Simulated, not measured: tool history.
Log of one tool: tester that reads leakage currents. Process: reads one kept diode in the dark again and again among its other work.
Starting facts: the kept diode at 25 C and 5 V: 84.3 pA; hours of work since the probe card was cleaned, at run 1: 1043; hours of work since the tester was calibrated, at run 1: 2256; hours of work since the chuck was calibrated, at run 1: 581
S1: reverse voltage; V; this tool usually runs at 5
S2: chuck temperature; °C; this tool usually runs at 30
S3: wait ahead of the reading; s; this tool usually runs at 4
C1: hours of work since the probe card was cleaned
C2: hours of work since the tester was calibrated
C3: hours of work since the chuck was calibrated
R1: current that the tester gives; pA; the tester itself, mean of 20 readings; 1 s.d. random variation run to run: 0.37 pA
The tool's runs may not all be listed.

run      day     S1  S2    S3    C1    C2   C3      R1
  1        0      5  30     4  1043  2256  581  146.75
       1.804  -- chuck's temperature calibrated
  2    2.854      5  30     4  1088  2302   17  128.24
  3    5.079      5  30     4  1125  2338   54   129.4
  4    7.796   1.56  30     4  1169  2383   98   69.36
  5   10.271   1.56  30     4  1210  2423  139   69.61
      13.204  -- probe card cleaned and baked
  6   13.271      5  53     4     1  2471  186  584.66
  7   15.504      5  53     4    38  2507  223  589.45
  8   18.333      5  31     4    84  2554  269  136.61
  9   20.825      5  31     4   125  2594  310  137.63
 10   23.625      5  31     4   171  2640  356  140.21
 11   27.362      5  30     4   232  2702  417  131.89
 12   31.175      5  30     4   295  2764  480  134.41
 13   34.333      5  30     4   347  2816  532  136.72
 14   38.062      5  30     4   408  2877  593     138
      39.362  -- chuck's temperature calibrated
 15   40.642      5  30     4   449  2918   21  123.22
 16   44.225      5  55     4   508  2977   80  657.73
 17   46.638      5  55     4   547  3017  119  659.14
 18   48.283      5  55     4   574  3044  146  665.16
 19   51.608  12.17  30     4   629  3098  201  208.87
 20   54.742  12.17  30     4   680  3150  252  212.44
 21   58.525  12.17  30     4   742  3212  314  215.96
 22   62.504  19.99  28     4   808  3277  380  253.83
 23   65.671  19.99  28     4   859  3329  432  258.69
 24   68.879      5  30  0.39   912  3382  484  140.51
 25   70.738      5  30  0.39   943  3412  515  141.22
 26   73.012   5.16  32  1.44   980  3449  552  164.22
 27   75.412   5.16  32  1.44  1019  3489  592  166.27
      76.738  -- chuck's temperature calibrated
 28   79.392   11.4  32  9.47  1083  3553   44  229.92
 29   83.271      5  30   0.4  1147  3616  107  130.41
 30   84.942      5  30   0.4  1174  3644  135  131.51
 31   87.392      5  56   0.4  1215  3684  175  710.33
      89.992  -- probe card cleaned and baked
 32   90.125  10.55  54     4     2  3727  218  919.04
 33   91.754      5  46  3.12    29  3753  244  374.43
 34   94.771   5.96  24  1.78    78  3803  294   89.76
 35   96.404   7.96  36  0.73   105  3830  321  247.73
      99.983  -- tester calibrated
 36  100.075   7.96  36  0.73   164     1  379  258.72
 37  102.525   7.96  36  0.73   204    42  420  260.45
 38  105.629      5  59  8.41   255    93  471  909.44
 39  107.704   3.86  30     4   289   127  505  119.24

4 ways to go on from here, each from the tool as it stands after run 39. What would each give?
  A  110.138  1.88  23  3.45  329  167  545   ?
  B  110.138     5  30   1.5  329  167  545   ?
  C  110.138   9.4  30   1.1  329  167  545   ?
  D  110.138  4.57  41  1.38  329  167  545   ?

run      R1
  A   49.75
  B  138.83
  C  194.32
  D  280.36
Without the tool's hidden state the same runs would have given:
run      R1
  A   43.75
  B  122.81
  C  170.88
  D  252.22
